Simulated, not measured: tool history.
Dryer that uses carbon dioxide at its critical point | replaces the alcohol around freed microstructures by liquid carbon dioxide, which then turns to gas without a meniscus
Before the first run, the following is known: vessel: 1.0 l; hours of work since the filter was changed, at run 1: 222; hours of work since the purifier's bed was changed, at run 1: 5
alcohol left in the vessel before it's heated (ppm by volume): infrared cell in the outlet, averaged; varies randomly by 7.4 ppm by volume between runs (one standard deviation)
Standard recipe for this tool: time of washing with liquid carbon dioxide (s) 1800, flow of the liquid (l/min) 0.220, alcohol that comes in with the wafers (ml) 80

run	day	time of washing with liquid carbon dioxide (s)	flow of the liquid (l/min)	alcohol that comes in with the wafers (ml)	hours of work since the filter was changed	hours of work since the purifier's bed was changed	alcohol left in the vessel before it's heated (ppm by volume)
1	0.000	1800	0.220	80	222	5	414
2	2.312	1800	0.220	80	260	42	418
3	4.221	1800	0.220	80	291	74	447
4	5.692	2820	0.220	80	315	98	44
5	7.783	2820	0.220	80	349	132	47
6	9.300	2820	0.220	80	374	156	46
7	11.600	1800	0.220	80	411	194	463
8	13.296	1800	0.220	80	439	221	493
9	15.546	1800	0.220	80	476	258	502
10	17.112	1800	0.215	80	501	284	568
11	18.375	1800	0.215	80	522	304	573
# day 19.600: inlet filter changed
12	20.521	1800	0.220	80	15	338	421
13	21.958	1800	0.220	80	38	362	418
14	23.325	1800	0.220	80	61	384	441
15	24.833	1800	0.220	80	85	409	434
16	26.008	1800	0.220	80	104	428	455
17	27.646	1860	0.220	80	131	455	395
18	29.679	1800	0.220	80	164	488	451
19	31.546	1800	0.220	80	195	518	464
20	33.167	1800	0.220	80	221	544	475
21	35.229	1800	0.220	29	255	578	234
22	36.358	1800	0.220	80	273	596	492
23	37.754	1800	0.220	80	296	619	495
24	39.142	1800	0.220	80	318	642	530
25	40.408	1860	0.158	33	339	662	777
26	41.529	1860	0.372	105	357	681	99
27	43.204	1800	0.260	90	385	708	283
# day 44.379: purifier's bed changed
28	44.862	1800	0.260	90	410	8	214
29	47.142	1560	0.182	83	447	45	2085
30	48.929	1560	0.182	83	476	74	2032
31	50.288	1800	0.160	28	498	96	703
32	51.858	1260	0.355	109	524	122	370
# day 53.038: inlet filter changed
33	53.071	1500	0.292	51	1	141	148
34	55.112	1200	0.351	80	34	174	291
35	56.167	1800	0.220	52	51	191	253
36	58.492	1560	0.220	32	89	229	341
37	59.792	1800	0.220	45	110	250	246
38	60.775	1380	0.150	80	126	266	4994
39	61.975	1800	0.220	49	146	286	282
40	63.496	1800	0.220	49	170	311	281
41	65.233	1800	0.220	72	199	339	408
42	66.629	1800	0.220	72	221	362	423
43	68.692	1800	0.220	72	255	395	425
44	70.742	1800	0.220	72	288	429	447
45	72.362	1800	0.220	72	315	455	454
46	74.071	1800	0.220	46	343	483	313

Forecast each of these 4 alternatives for the next run:
A	76.262	1800	0.161	70	378	519	?
B	76.262	2580	0.201	80	378	519	?
C	76.262	1860	0.220	28	378	519	?
D	76.262	1320	0.240	84	378	519	?

run	alcohol left in the vessel before it's heated (ppm by volume)
A	1605
B	168
C	202
D	1418
The same runs, with their run-to-run variation unchanged, on a tool lacking any hidden condition would have given:
run	alcohol left in the vessel before it's heated (ppm by volume)
A	1321
B	79
C	108
D	1143

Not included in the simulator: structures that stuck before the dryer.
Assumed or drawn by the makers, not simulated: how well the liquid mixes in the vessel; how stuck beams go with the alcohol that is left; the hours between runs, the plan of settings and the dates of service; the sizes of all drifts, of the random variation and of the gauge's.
